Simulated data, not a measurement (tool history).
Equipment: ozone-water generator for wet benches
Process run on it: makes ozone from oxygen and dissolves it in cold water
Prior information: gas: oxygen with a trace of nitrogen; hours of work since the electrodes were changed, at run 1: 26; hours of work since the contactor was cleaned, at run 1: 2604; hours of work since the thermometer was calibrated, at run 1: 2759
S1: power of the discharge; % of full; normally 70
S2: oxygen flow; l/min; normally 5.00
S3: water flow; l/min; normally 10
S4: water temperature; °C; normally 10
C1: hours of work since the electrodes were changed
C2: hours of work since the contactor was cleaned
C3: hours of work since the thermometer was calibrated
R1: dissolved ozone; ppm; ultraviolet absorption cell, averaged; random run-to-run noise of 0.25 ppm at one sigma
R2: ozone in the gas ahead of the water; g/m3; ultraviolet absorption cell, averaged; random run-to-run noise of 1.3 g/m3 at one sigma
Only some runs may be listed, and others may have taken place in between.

run,day,S1,S2,S3,S4,C1,C2,C3,R1,R2
1,0.000,70,5.00,10,10,26,2604,2759,36.6,232.6
2,1.458,70,5.00,7,10,54,2633,2787,47.7,234.1
3,2.975,70,5.00,7,10,84,2663,2817,47.7,232.0
4,5.396,70,5.00,7,10,131,2710,2864,48.1,231.5
5,7.558,70,5.00,7,10,174,2752,2907,47.9,232.2
6,9.346,71,5.00,10,10,209,2787,2942,36.9,235.4
7,10.625,70,5.00,10,10,234,2812,2967,36.3,230.9
8,13.233,70,5.00,10,10,285,2863,3018,36.4,234.6
# day 14.112: water thermometer calibrated
9,15.804,70,5.00,10,10,335,2913,33,36.4,230.9
10,17.383,70,5.00,10,10,366,2944,64,36.2,232.6
11,19.550,70,5.00,10,13,408,2987,106,34.4,229.5
12,21.133,70,5.00,10,13,439,3018,137,34.1,232.5
# day 21.567: water thermometer calibrated, once more
13,23.688,70,5.00,10,13,489,3067,42,34.4,229.5
14,25.229,54,8.11,10,10,519,3097,72,25.4,131.8
15,26.933,54,8.11,10,10,552,3131,105,25.6,132.7
16,29.192,54,5.70,14,16,596,3175,149,18.8,171.1
17,30.521,54,5.70,14,16,622,3201,175,18.9,169.3
18,32.283,54,5.70,14,16,657,3236,210,19.1,169.6
19,35.350,54,5.70,14,16,717,3296,270,18.8,169.4
20,38.225,54,5.70,14,16,773,3352,326,18.5,168.8
21,40.067,53,7.37,10,10,809,3388,362,25.3,140.1

Each row is a separate what-if for the run after 21, all from the same tool condition, not one after another. Results?
A,42.175,53,8.92,12,10,850,3429,403,?,?
B,42.175,53,7.37,7,10,850,3429,403,?,?
C,42.175,44,5.00,10,6,850,3429,403,?,?
D,42.175,74,5.00,10,10,850,3429,403,?,?

run,R1,R2
A,20.9,123.2
B,32.4,140.4
C,26.4,158.7
D,37.6,238.8
Without the tool's hidden state the same runs would have given:
run,R1,R2
A,21.8,124.1
B,33.5,141.4
C,27.4,159.6
D,39.2,241.1
